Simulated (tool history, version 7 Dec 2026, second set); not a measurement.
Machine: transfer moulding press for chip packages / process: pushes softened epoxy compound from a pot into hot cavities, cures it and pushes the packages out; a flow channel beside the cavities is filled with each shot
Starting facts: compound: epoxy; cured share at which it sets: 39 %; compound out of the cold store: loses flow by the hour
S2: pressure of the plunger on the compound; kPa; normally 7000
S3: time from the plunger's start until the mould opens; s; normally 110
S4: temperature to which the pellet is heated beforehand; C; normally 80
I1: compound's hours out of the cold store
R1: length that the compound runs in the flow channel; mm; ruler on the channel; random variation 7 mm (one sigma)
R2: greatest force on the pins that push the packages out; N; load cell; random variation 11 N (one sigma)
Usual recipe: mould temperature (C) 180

Run 1, day 0.000: usual settings; I1 42.0. Result: R1 791 mm, R2 635 N.
At day 1.050: cavities cleaned with cleaning compound and waxed.
Run 2, day 1.050: usual settings but S4 72 C; I1 11.4. Result: R1 844 mm, R2 513 N.
Run 3, day 1.529: usual settings but S4 72 C; I1 12.7. Result: R1 839 mm, R2 577 N.
Run 4, day 2.238: usual settings but S4 72 C; I1 27.9. Result: R1 801 mm, R2 650 N.
Run 5, day 3.042: usual settings but S3 104 s; I1 13.8. Result: R1 818 mm, R2 784 N.
At day 3.479: cavities cleaned with cleaning compound and waxed.
Run 6, day 3.575: usual settings but S3 120 s; I1 47.7. Result: R1 775 mm, R2 490 N.
Run 7, day 4.371: usual settings; I1 17.9. Result: R1 835 mm, R2 628 N.
Run 8, day 5.112: usual settings; I1 46.6. Result: R1 760 mm, R2 683 N.
Run 9, day 5.638: usual settings; I1 10.8. Result: R1 834 mm, R2 732 N.
At day 5.808: mould's thermocouples calibrated.
At day 5.971: cavities cleaned with cleaning compound and waxed.
Run 10, day 6.846: usual settings but S4 79 C; I1 40.7. Result: R1 771 mm, R2 628 N.
Run 11, day 7.342: usual settings but S4 79 C; I1 33.4. Result: R1 789 mm, R2 676 N.
Run 12, day 8.146: usual settings but S3 145 s, S4 79 C; I1 36.2. Result: R1 769 mm, R2 662 N.
At day 8.375: cavities cleaned with cleaning compound and waxed.
Run 13, day 9.196: usual settings but mould temperature (C) 175, S2 7840 kPa; I1 19.0. Result: R1 845 mm, R2 754 N.
Run 14, day 10.092: usual settings but mould temperature (C) 183, S3 131 s, S4 74 C; I1 8.1. Result: R1 820 mm, R2 615 N.
At day 10.800: cavities cleaned with cleaning compound and waxed.
Run 15, day 11.125: usual settings but mould temperature (C) 188, S2 7880 kPa; I1 39.6. Result: R1 795 mm, R2 494 N.
Run 16, day 11.662: usual settings but S2 6370 kPa, S3 93 s; I1 43.8. Result: R1 713 mm, R2 781 N.

What will run 17 give?
At day 11.888: mould's thermocouples calibrated, once more.
Run 17, day 12.375: usual settings but S2 6370 kPa, S3 93 s; I1 28.1. Result: R1 ?, R2 ?.

{"run 17": {"R1": 722, "R2": 836}}
With the hidden condition absent and the run-to-run variation left alone, this run would have shown R1 771 mm, R2 622 N.

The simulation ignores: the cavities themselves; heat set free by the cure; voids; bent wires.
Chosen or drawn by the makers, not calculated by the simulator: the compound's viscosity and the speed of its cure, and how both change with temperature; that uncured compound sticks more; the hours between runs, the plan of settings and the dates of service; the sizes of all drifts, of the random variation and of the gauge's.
